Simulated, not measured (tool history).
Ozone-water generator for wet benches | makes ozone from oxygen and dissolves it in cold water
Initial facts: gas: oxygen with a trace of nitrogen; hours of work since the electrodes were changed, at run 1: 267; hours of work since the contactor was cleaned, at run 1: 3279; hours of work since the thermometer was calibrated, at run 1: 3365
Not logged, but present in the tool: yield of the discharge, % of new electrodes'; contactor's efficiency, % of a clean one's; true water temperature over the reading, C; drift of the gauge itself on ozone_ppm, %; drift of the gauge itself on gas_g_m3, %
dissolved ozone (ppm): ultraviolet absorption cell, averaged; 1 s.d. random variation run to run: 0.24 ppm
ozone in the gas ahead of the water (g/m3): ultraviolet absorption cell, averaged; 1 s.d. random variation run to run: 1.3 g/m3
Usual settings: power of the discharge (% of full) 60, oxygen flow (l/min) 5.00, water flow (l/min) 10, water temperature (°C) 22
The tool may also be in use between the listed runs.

run	hour	power of the discharge (% of full)	oxygen flow (l/min)	water flow (l/min)	water temperature (°C)	hours of work since the electrodes were changed	hours of work since the contactor was cleaned	hours of work since the thermometer was calibrated	dissolved ozone (ppm)	ozone in the gas ahead of the water (g/m3)
1	0.0	60	5.00	10	22	267	3279	3365	34.8	237.1
2	21.0	60	5.00	10	22	288	3300	3386	35.2	237.8
3	42.0	60	5.00	10	22	309	3321	3407	35.0	237.9
4	66.6	60	5.00	10	22	334	3345	3431	34.7	234.8
5	97.9	60	5.00	10	22	365	3376	3462	35.0	236.0
6	121.0	60	5.55	10	22	388	3399	3485	34.5	227.7
7	141.0	60	5.55	10	22	408	3419	3505	34.1	224.1
8	162.6	60	5.55	10	22	430	3441	3527	34.6	223.7
9	189.6	60	5.55	10	22	457	3468	3554	34.5	225.7
10	206.5	60	5.00	10	22	473	3485	3571	34.9	238.8
11	222.1	60	5.00	10	22	489	3500	3586	35.4	235.5
12	236.5	52	5.00	10	22	503	3515	3601	32.4	219.7
13	254.2	52	5.00	10	22	521	3532	3618	32.5	220.0
14	275.4	52	5.00	10	22	542	3553	3639	32.4	220.0
15	297.9	52	5.00	10	22	565	3576	3662	32.3	220.3
16	329.2	52	5.00	10	22	596	3607	3693	31.9	219.1
17	342.0	52	5.00	10	22	609	3620	3706	32.2	219.1
18	364.1	70	2.67	10	21	631	3642	3728	38.6	335.2
19	394.9	70	2.67	10	21	661	3673	3759	38.2	337.6
20	413.9	98	4.82	7	18	680	3692	3778	57.8	307.4
21	427.3	43	8.74	14	19	694	3705	3791	24.5	153.0
22	455.5	53	8.79	9	14	722	3733	3819	38.1	169.6
23	479.7	53	8.79	9	14	746	3757	3843	38.0	170.1
24	495.7	60	5.00	15	22	762	3773	3859	26.8	234.6
25	512.7	49	2.88	11	27	779	3790	3876	27.3	273.8
26	534.4	79	8.38	11	21	801	3812	3898	36.0	212.1
27	565.3	60	2.62	10	22	831	3843	3929	34.6	311.9
28	592.1	98	5.99	10	22	858	3869	3955	43.3	276.8
29	613.4	98	5.99	10	22	879	3891	3977	43.1	275.3
30	640.7	44	3.11	14	22	907	3918	4004	23.3	248.3
31	670.8	80	5.00	9	29	937	3948	4034	35.9	270.1
32	694.5	80	5.00	9	29	960	3971	4057	36.3	272.5
33	723.5	97	2.63	9	29	989	4001	4087	42.2	398.6

Measured less the same run without the tool's hidden state. The same run-to-run variation is in both; the gauge's scatter may not be:
run	dissolved ozone (ppm)	ozone in the gas ahead of the water (g/m3)
1	-1.4	-1.0
2	-1.4	-1.1
3	-1.5	-1.2
4	-1.5	-1.3
5	-1.5	-1.4
6	-1.5	-1.4
7	-1.5	-1.5
8	-1.6	-1.5
9	-1.6	-1.7
10	-1.6	-1.9
11	-1.7	-1.9
12	-1.5	-1.7
13	-1.5	-1.8
14	-1.5	-1.8
15	-1.5	-1.9
16	-1.5	-2.0
17	-1.6	-2.0
18	-1.9	-3.8
19	-1.9	-4.1
20	-2.8	-4.5
21	-1.4	-1.4
22	-1.9	-1.9
23	-1.9	-2.0
24	-1.7	-3.0
25	-1.5	-3.1
26	-2.2	-3.3
27	-1.9	-4.3
28	-2.7	-5.1
29	-2.6	-5.2
30	-1.4	-3.2
31	-2.1	-5.0
32	-2.2	-5.1
33	-2.6	-8.5
